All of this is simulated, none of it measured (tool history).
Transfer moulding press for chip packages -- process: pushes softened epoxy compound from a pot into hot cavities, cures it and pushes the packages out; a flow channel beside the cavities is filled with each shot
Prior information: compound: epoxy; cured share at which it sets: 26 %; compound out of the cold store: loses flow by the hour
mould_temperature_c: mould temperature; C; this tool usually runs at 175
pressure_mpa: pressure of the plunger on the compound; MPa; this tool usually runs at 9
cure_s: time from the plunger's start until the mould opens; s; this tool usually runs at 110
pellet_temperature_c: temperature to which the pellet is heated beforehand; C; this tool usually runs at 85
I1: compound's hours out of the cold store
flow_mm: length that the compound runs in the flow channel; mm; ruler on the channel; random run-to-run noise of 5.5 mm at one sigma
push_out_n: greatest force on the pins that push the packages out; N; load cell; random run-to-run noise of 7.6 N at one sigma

Run 1, hour 0: usual settings; I1 36.8. Result: flow_mm 605 mm, push_out_n 378 N.
At hour 37.6: cavities cleaned with cleaning compound and waxed.
At hour 66.2: mould's thermocouples calibrated.
Run 2, hour 73.8: usual settings; I1 29.3. Result: flow_mm 632 mm, push_out_n 424 N.
At hour 98.8: cavities cleaned with cleaning compound and waxed.
At hour 122.2: plunger's sealing rings changed.
Run 3, hour 131.9: usual settings but pressure_mpa 8.68 MPa; I1 39.7. Result: flow_mm 658 mm, push_out_n 412 N.
At hour 159: cavities cleaned with cleaning compound and waxed.
Run 4, hour 180.1: usual settings but pressure_mpa 8.68 MPa; I1 20.4. Result: flow_mm 731 mm, push_out_n 386 N.
At hour 216.1: cavities cleaned with cleaning compound and waxed.
Run 5, hour 252.7: usual settings but pressure_mpa 8.68 MPa; I1 46.9. Result: flow_mm 613 mm, push_out_n 427 N.
At hour 273.1: cavities cleaned with cleaning compound and waxed.
Run 6, hour 301.3: usual settings but pressure_mpa 9.79 MPa; I1 40.5. Result: flow_mm 668 mm, push_out_n 409 N.
At hour 333.6: cavities cleaned with cleaning compound and waxed.
Run 7, hour 358.4: usual settings but pressure_mpa 9.79 MPa; I1 43.8. Result: flow_mm 644 mm, push_out_n 389 N.
At hour 391.8: cavities cleaned with cleaning compound and waxed.
Run 8, hour 391.8: usual settings; I1 23.9. Result: flow_mm 706 mm, push_out_n 321 N.
At hour 451.2: cavities cleaned with cleaning compound and waxed.
Run 9, hour 452.1: usual settings; I1 46.6. Result: flow_mm 601 mm, push_out_n 316 N.
At hour 508.6: cavities cleaned with cleaning compound and waxed.
Run 10, hour 516.9: usual settings; I1 25.9. Result: flow_mm 680 mm, push_out_n 336 N.
At hour 539.9: mould's thermocouples calibrated.
At hour 571.4: cavities cleaned with cleaning compound and waxed.
Run 11, hour 574.3: usual settings; I1 28.4. Result: flow_mm 665 mm, push_out_n 335 N.
Run 12, hour 611.6: usual settings; I1 29.1. Result: flow_mm 649 mm, push_out_n 431 N.
At hour 629.1: cavities cleaned with cleaning compound and waxed.
At hour 688.1: cavities cleaned with cleaning compound and waxed.
Run 13, hour 688.1: usual settings; I1 41.4. Result: flow_mm 586 mm, push_out_n 319 N.
At hour 745.8: cavities cleaned with cleaning compound and waxed.
Run 14, hour 749.3: usual settings but cure_s 99 s; I1 41.8. Result: flow_mm 576 mm, push_out_n 384 N.
At hour 787.2: plunger's sealing rings changed.
At hour 806.5: cavities cleaned with cleaning compound and waxed.
Run 15, hour 826.8: usual settings but pressure_mpa 7.77 MPa, cure_s 141 s; I1 24.2. Result: flow_mm 682 mm, push_out_n 342 N.
At hour 864.4: cavities cleaned with cleaning compound and waxed.
Run 16, hour 893.1: usual settings but mould_temperature_c 173 C, pressure_mpa 8.18 MPa, cure_s 141 s; I1 37.4. Result: flow_mm 634 mm, push_out_n 361 N.
At hour 924.2: cavities cleaned with cleaning compound and waxed.
Run 17, hour 959.5: usual settings but mould_temperature_c 173 C, pressure_mpa 8.18 MPa, cure_s 141 s; I1 9.3. Result: flow_mm 768 mm, push_out_n 383 N.
At hour 984.5: cavities cleaned with cleaning compound and waxed.
At hour 1011.3: mould's thermocouples calibrated.
Run 18, hour 1017.8: usual settings but mould_temperature_c 181 C, pellet_temperature_c 88 C; I1 26.7. Result: flow_mm 680 mm, push_out_n 362 N.
At hour 1043.3: cavities cleaned with cleaning compound and waxed.
Run 19, hour 1089.5: usual settings but mould_temperature_c 171 C, pressure_mpa 9.26 MPa, cure_s 101 s; I1 32.4. Result: flow_mm 686 mm, push_out_n 668 N.
At hour 1100.4: cavities cleaned with cleaning compound and waxed.
At hour 1161.4: cavities cleaned with cleaning compound and waxed.
Run 20, hour 1169.6: usual settings but mould_temperature_c 171 C, pressure_mpa 9.26 MPa, cure_s 101 s; I1 44.4. Result: flow_mm 619 mm, push_out_n 485 N.
At hour 1221.7: cavities cleaned with cleaning compound and waxed.
Run 21, hour 1243.8: usual settings but mould_temperature_c 177 C, pressure_mpa 9.26 MPa, cure_s 148 s; I1 24.8. Result: flow_mm 680 mm, push_out_n 332 N.
At hour 1280.7: cavities cleaned with cleaning compound and waxed.
Run 22, hour 1312.7: usual settings but mould_temperature_c 178 C, pressure_mpa 9.17 MPa, cure_s 148 s; I1 47.6. Result: flow_mm 573 mm, push_out_n 350 N.
At hour 1337.8: cavities cleaned with cleaning compound and waxed.
Run 23, hour 1370.6: usual settings but mould_temperature_c 178 C, pressure_mpa 9.17 MPa, cure_s 148 s; I1 27.8. Result: flow_mm 643 mm, push_out_n 369 N.
At hour 1397.9: cavities cleaned with cleaning compound and waxed.
Run 24, hour 1433.2: usual settings but pressure_mpa 8.52 MPa, pellet_temperature_c 77 C; I1 8.2. Result: flow_mm 702 mm, push_out_n 457 N.
At hour 1453.2: plunger's sealing rings changed.
At hour 1460.7: cavities cleaned with cleaning compound and waxed.
Run 25, hour 1479.6: usual settings but pressure_mpa 8.52 MPa, cure_s 126 s, pellet_temperature_c 77 C; I1 28.2. Result: flow_mm 700 mm, push_out_n 360 N.
At hour 1488.5: mould's thermocouples calibrated.
At hour 1521: cavities cleaned with cleaning compound and waxed.
Run 26, hour 1530.5: usual settings but mould_temperature_c 171 C; I1 27.2. Result: flow_mm 721 mm, push_out_n 426 N.

3 options for the next run, each taken on its own from the tool as it stands now. Forecast them:
At hour 1578.2: cavities cleaned with cleaning compound and waxed.
Run A, hour 1606.7: usual settings but mould_temperature_c 170 C, cure_s 108 s, pellet_temperature_c 75 C; I1 34.7. Result: flow_mm ?, push_out_n ?.
At hour 1578.2: cavities cleaned with cleaning compound and waxed.
Run B, hour 1606.7: usual settings but pressure_mpa 10.01 MPa; I1 28.1. Result: flow_mm ?, push_out_n ?.
At hour 1578.2: cavities cleaned with cleaning compound and waxed.
Run C, hour 1606.7: usual settings but mould_temperature_c 181 C, pressure_mpa 10.7 MPa, pellet_temperature_c 82 C; I1 14.2. Result: flow_mm ?, push_out_n ?.

run  flow_mm  push_out_n
  A      679         529
  B      736         400
  C      835         360
With no hidden state in the tool, these same runs would have given:
run  flow_mm  push_out_n
  A      702         416
  B      761         309
  C      863         277
